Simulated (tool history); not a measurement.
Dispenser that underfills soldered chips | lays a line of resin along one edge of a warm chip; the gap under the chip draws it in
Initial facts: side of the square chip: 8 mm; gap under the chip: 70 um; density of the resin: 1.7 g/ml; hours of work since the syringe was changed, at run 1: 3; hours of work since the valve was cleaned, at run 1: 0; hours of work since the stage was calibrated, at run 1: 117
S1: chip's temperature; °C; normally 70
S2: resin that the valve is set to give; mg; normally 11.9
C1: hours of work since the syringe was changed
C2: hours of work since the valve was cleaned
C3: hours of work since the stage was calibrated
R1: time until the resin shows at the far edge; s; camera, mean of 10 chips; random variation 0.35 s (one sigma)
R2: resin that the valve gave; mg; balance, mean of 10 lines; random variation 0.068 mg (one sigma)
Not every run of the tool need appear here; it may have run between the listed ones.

run,hour,S1,S2,C1,C2,C3,R1,R2
1,0,70,11.9,3,0,117,22.4,11.87
# hour 11.3: new syringe of resin
2,11.3,80,11.9,0,8,125,12.5,11.89
3,24.9,80,11.9,10,18,135,21.3,11.73
# hour 27: new syringe of resin
4,41.5,80,11.9,10,30,146,22.7,11.67
# hour 42.7: new syringe of resin
5,51.5,80,11.9,6,37,153,18.2,11.7
# hour 59: new syringe of resin
6,60.8,56,11.9,1,44,160,33.9,11.57
7,69.2,72,11.9,7,50,166,26,11.54
# hour 75.6: new syringe of resin
8,83.1,72,11.9,5,60,176,23.9,11.36
# hour 89.4: dispensing valve cleaned and set on the balance
# hour 92.8: new syringe of resin
9,94.3,70,11.9,1,3,183,20.3,11.83
# hour 109.3: new syringe of resin
10,109.7,70,11.9,0,14,194,19.2,11.8
# hour 125.5: new syringe of resin
11,126.1,70,11.9,0,26,206,19.4,11.73
12,134.4,59,11.9,6,32,212,40.5,11.62
# hour 141.9: new syringe of resin
13,145.1,59,11.9,2,40,219,32.9,11.49
# hour 157.9: new syringe of resin
14,161.4,78,13.2,3,51,231,16,12.63
15,168.5,57,11.8,8,56,236,45.7,11.18
# hour 174.1: new syringe of resin
# hour 179: dispensing valve cleaned and set on the balance
16,181.9,78,10.2,5,2,245,18.2,10.23
# hour 191.1: new syringe of resin
17,193.5,63,13,2,10,253,27.3,12.99
# hour 207.5: new syringe of resin
18,209.6,63,13,2,22,264,27.2,12.79
# hour 223.3: new syringe of resin
19,226.1,70,12.7,2,33,276,21.9,12.4
20,235.7,61,10.9,9,40,283,44,10.65
# hour 239.9: new syringe of resin
21,247.1,61,10.9,5,48,291,36.2,10.53

Table of differences, measured result less the result of that run with no hidden state. Run-to-run variation is the same in both. Gauge scatter possibly is not:
Hidden state present: resin's viscosity, % of fresh resin's; dose that the valve gives, % of what is set; true chip temperature over the reading, C; drift of the gauge itself on fill_s, %; drift of the gauge itself on given_mg, %.
run,R1,R2
1,+3.6,+0.01
2,+0,-0.06
3,+8.4,-0.15
4,+9.5,-0.25
5,+5.4,-0.32
6,+2.9,-0.37
7,+8.4,-0.43
8,+6.2,-0.53
9,+1.6,-0.03
10,+0.7,-0.12
11,+0.9,-0.23
12,+12.1,-0.29
13,+4.7,-0.36
14,+2.1,-0.52
15,+15.6,-0.51
16,+4.1,+0
17,+3.4,-0.08
18,+3.1,-0.19
19,+2.8,-0.31
20,+17.2,-0.32
21,+9.5,-0.38
